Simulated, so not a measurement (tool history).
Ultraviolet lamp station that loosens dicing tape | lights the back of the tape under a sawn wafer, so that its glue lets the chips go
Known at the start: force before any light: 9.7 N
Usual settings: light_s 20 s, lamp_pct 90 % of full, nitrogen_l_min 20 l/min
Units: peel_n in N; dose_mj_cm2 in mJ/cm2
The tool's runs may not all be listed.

Run 1, day 0: usual settings. Result: peel_n 0.456 N, dose_mj_cm2 367 mJ/cm2.
Run 2, day 1.312: usual settings. Result: peel_n 0.452 N, dose_mj_cm2 365 mJ/cm2.
Run 3, day 2.608: usual settings. Result: peel_n 0.459 N, dose_mj_cm2 361 mJ/cm2.
Run 4, day 3.917: usual settings. Result: peel_n 0.47 N, dose_mj_cm2 357 mJ/cm2.
Run 5, day 4.742: usual settings. Result: peel_n 0.502 N, dose_mj_cm2 353 mJ/cm2.
Run 6, day 5.738: usual settings. Result: peel_n 0.486 N, dose_mj_cm2 351 mJ/cm2.
Run 7, day 7.262: usual settings. Result: peel_n 0.524 N, dose_mj_cm2 343 mJ/cm2.
Run 8, day 8.488: usual settings. Result: peel_n 0.524 N, dose_mj_cm2 339 mJ/cm2.
Run 9, day 9.692: usual settings. Result: peel_n 0.516 N, dose_mj_cm2 332 mJ/cm2.
Run 10, day 11.192: usual settings but nitrogen_l_min 8 l/min. Result: peel_n 1.066 N, dose_mj_cm2 331 mJ/cm2.
Run 11, day 12.504: usual settings. Result: peel_n 0.58 N, dose_mj_cm2 324 mJ/cm2.
Run 12, day 13.95: usual settings. Result: peel_n 0.592 N, dose_mj_cm2 324 mJ/cm2.
Run 13, day 15.333: usual settings. Result: peel_n 0.596 N, dose_mj_cm2 315 mJ/cm2.
Run 14, day 16.712: usual settings. Result: peel_n 0.601 N, dose_mj_cm2 318 mJ/cm2.
Run 15, day 18.088: usual settings but light_s 21 s. Result: peel_n 0.574 N, dose_mj_cm2 324 mJ/cm2.
Run 16, day 18.842: usual settings but nitrogen_l_min 29 l/min. Result: peel_n 0.516 N, dose_mj_cm2 309 mJ/cm2.
Run 17, day 19.712: usual settings but nitrogen_l_min 22 l/min. Result: peel_n 0.627 N, dose_mj_cm2 302 mJ/cm2.
Run 18, day 20.762: usual settings. Result: peel_n 0.659 N, dose_mj_cm2 297 mJ/cm2.
Run 19, day 21.738: usual settings. Result: peel_n 0.678 N, dose_mj_cm2 300 mJ/cm2.
At day 21.833: window cleaned of glue's vapour.
Run 20, day 23.433: usual settings. Result: peel_n 0.559 N, dose_mj_cm2 327 mJ/cm2.
Run 21, day 24.796: usual settings. Result: peel_n 0.577 N, dose_mj_cm2 324 mJ/cm2.
Run 22, day 25.904: usual settings. Result: peel_n 0.605 N, dose_mj_cm2 321 mJ/cm2.
Run 23, day 27.146: usual settings but light_s 12 s. Result: peel_n 1.568 N, dose_mj_cm2 192 mJ/cm2.
Run 24, day 28.8: usual settings but light_s 12 s. Result: peel_n 1.602 N, dose_mj_cm2 185 mJ/cm2.
Run 25, day 29.921: usual settings but light_s 11 s, lamp_pct 68 % of full, nitrogen_l_min 28 l/min. Result: peel_n 2.445 N, dose_mj_cm2 127 mJ/cm2.
Run 26, day 31.358: usual settings but light_s 11 s, lamp_pct 68 % of full, nitrogen_l_min 8 l/min. Result: peel_n 3.966 N, dose_mj_cm2 127 mJ/cm2.
Run 27, day 32.504: usual settings but light_s 11 s, lamp_pct 68 % of full, nitrogen_l_min 8 l/min. Result: peel_n 3.911 N, dose_mj_cm2 122 mJ/cm2.
Run 28, day 34.1: usual settings but light_s 11 s, nitrogen_l_min 10 l/min. Result: peel_n 2.829 N, dose_mj_cm2 161 mJ/cm2.
Run 29, day 35.558: usual settings but light_s 11 s, nitrogen_l_min 10 l/min. Result: peel_n 2.881 N, dose_mj_cm2 158 mJ/cm2.
Run 30, day 37.054: usual settings but light_s 29 s, nitrogen_l_min 11 l/min. Result: peel_n 0.546 N, dose_mj_cm2 411 mJ/cm2.
Run 31, day 37.846: usual settings but lamp_pct 61 % of full, nitrogen_l_min 8 l/min. Result: peel_n 2.423 N, dose_mj_cm2 189 mJ/cm2.
Run 32, day 39.488: usual settings but light_s 15 s, lamp_pct 78 % of full, nitrogen_l_min 9 l/min. Result: peel_n 2.554 N, dose_mj_cm2 182 mJ/cm2.
Run 33, day 40.483: usual settings but light_s 23 s, lamp_pct 71 % of full, nitrogen_l_min 7 l/min. Result: peel_n 1.905 N, dose_mj_cm2 252 mJ/cm2.
Run 34, day 41.2: usual settings but light_s 23 s, lamp_pct 71 % of full, nitrogen_l_min 7 l/min. Result: peel_n 1.886 N, dose_mj_cm2 247 mJ/cm2.
Run 35, day 42.746: usual settings but light_s 12 s, lamp_pct 96 % of full, nitrogen_l_min 7 l/min. Result: peel_n 3.161 N, dose_mj_cm2 168 mJ/cm2.
Run 36, day 44.275: usual settings but light_s 12 s, lamp_pct 96 % of full, nitrogen_l_min 7 l/min. Result: peel_n 3.128 N, dose_mj_cm2 167 mJ/cm2.
Run 37, day 45.125: usual settings but light_s 39 s, lamp_pct 70 % of full, nitrogen_l_min 8 l/min. Result: peel_n 0.714 N, dose_mj_cm2 396 mJ/cm2.
Run 38, day 46: usual settings but light_s 37 s, lamp_pct 98 % of full, nitrogen_l_min 24 l/min. Result: peel_n 0.265 N, dose_mj_cm2 518 mJ/cm2.
Run 39, day 47.617: usual settings but light_s 37 s, lamp_pct 69 % of full, nitrogen_l_min 12 l/min. Result: peel_n 0.664 N, dose_mj_cm2 355 mJ/cm2.
Run 40, day 48.992: usual settings but light_s 34 s, lamp_pct 72 % of full, nitrogen_l_min 8 l/min. Result: peel_n 1.006 N, dose_mj_cm2 337 mJ/cm2.
At day 49.221: window cleaned of glue's vapour.
Run 41, day 49.921: usual settings but light_s 11 s, lamp_pct 77 % of full, nitrogen_l_min 10 l/min. Result: peel_n 3.47 N, dose_mj_cm2 131 mJ/cm2.
Run 42, day 51.575: usual settings but light_s 11 s, lamp_pct 77 % of full, nitrogen_l_min 10 l/min. Result: peel_n 3.696 N, dose_mj_cm2 129 mJ/cm2.
Run 43, day 53.096: usual settings but light_s 12 s, lamp_pct 70 % of full, nitrogen_l_min 22 l/min. Result: peel_n 2.812 N, dose_mj_cm2 129 mJ/cm2.
Run 44, day 54.025: usual settings but light_s 12 s, lamp_pct 70 % of full, nitrogen_l_min 22 l/min. Result: peel_n 2.867 N, dose_mj_cm2 121 mJ/cm2.

3 ways to go on from here, each from the tool as it stands after run 44. What would each give?
Run A, day 55.225: usual settings but light_s 17 s, lamp_pct 74 % of full. Result: peel_n ?, dose_mj_cm2 ?.
Run B, day 55.225: usual settings but light_s 18 s, nitrogen_l_min 32 l/min. Result: peel_n ?, dose_mj_cm2 ?.
Run C, day 55.225: usual settings but light_s 34 s, lamp_pct 81 % of full, nitrogen_l_min 17 l/min. Result: peel_n ?, dose_mj_cm2 ?.

run  peel_n  dose_mj_cm2
  A   1.742          183
  B   0.869          233
  C   0.417          398
Without the tool's hidden state the same runs would have given:
run  peel_n  dose_mj_cm2
  A   0.586          323
  B    0.31          415
  C   0.226          708
